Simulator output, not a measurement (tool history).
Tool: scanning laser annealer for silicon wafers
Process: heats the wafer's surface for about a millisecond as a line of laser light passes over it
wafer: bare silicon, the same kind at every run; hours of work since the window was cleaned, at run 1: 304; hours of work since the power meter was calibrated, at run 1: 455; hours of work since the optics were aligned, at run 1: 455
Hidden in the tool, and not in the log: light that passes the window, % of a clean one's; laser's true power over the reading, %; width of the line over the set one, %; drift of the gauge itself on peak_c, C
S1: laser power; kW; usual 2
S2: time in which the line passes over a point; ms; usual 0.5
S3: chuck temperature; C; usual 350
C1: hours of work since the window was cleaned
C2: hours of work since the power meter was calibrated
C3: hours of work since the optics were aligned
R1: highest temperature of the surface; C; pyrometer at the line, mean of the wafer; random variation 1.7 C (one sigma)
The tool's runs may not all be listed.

| run | hour | S1 | S2 | S3 | C1 | C2 | C3 | R1 |
|---|---|---|---|---|---|---|---|---|
| 1 | 0 | 2 | 0.5 | 350 | 304 | 455 | 455 | 1050 |
| 2 | 79.3 | 2.112 | 0.5 | 350 | 364 | 516 | 516 | 1094 |
| 3 | 162.2 | 2 | 0.5 | 350 | 428 | 579 | 579 | 1042 |
|  | 214 | window over the wafer cleaned |
| 4 | 226 | 1.773 | 0.5 | 350 | 9 | 627 | 627 | 942 |
| 5 | 269.3 | 1.773 | 0.5 | 350 | 42 | 660 | 660 | 942 |
| 6 | 307 | 1.827 | 0.5 | 350 | 71 | 689 | 689 | 963 |
|  | 345.5 | optics aligned, line set to its width |
| 7 | 389.5 | 1.827 | 0.5 | 350 | 130 | 748 | 34 | 969 |
| 8 | 433.9 | 1.827 | 0.5 | 350 | 164 | 782 | 68 | 964 |
| 9 | 518.5 | 1.827 | 0.5 | 350 | 229 | 846 | 132 | 966 |
|  | 540.4 | window over the wafer cleaned, once more |
| 10 | 598.6 | 1.827 | 0.5 | 350 | 44 | 906 | 192 | 994 |
| 11 | 672.1 | 1.827 | 0.5 | 316 | 101 | 962 | 248 | 956 |
| 12 | 738.3 | 1.827 | 0.5 | 316 | 151 | 1013 | 299 | 954 |
| 13 | 821.8 | 1.827 | 0.5 | 316 | 215 | 1077 | 363 | 954 |
| 14 | 894.4 | 2.036 | 0.5 | 350 | 271 | 1132 | 418 | 1065 |
| 15 | 949.7 | 2.036 | 0.5 | 350 | 313 | 1175 | 460 | 1066 |
| 16 | 1002 | 2.036 | 0.5 | 350 | 353 | 1215 | 500 | 1060 |
| 17 | 1084.1 | 2.125 | 0.5 | 367 | 416 | 1277 | 563 | 1110 |
| 18 | 1142.2 | 2.125 | 0.5 | 367 | 460 | 1322 | 608 | 1109 |
|  | 1150.5 | window over the wafer cleaned |
| 19 | 1227.6 | 2.072 | 0.546 | 352 | 59 | 1386 | 671 | 1123 |
|  | 1283.1 | optics aligned, line set to its width |
| 20 | 1297.4 | 1.988 | 0.553 | 352 | 108 | 1435 | 11 | 1097 |
| 21 | 1355.6 | 1.946 | 0.405 | 377 | 153 | 1480 | 55 | 991 |

The next listed run, before its measurement:
| 22 | 1396.1 | 1.946 | 0.405 | 377 | 184 | 1511 | 86 | ? |

R1: 986 C
Without the tool's hidden state the same run would have given R1 997 C.
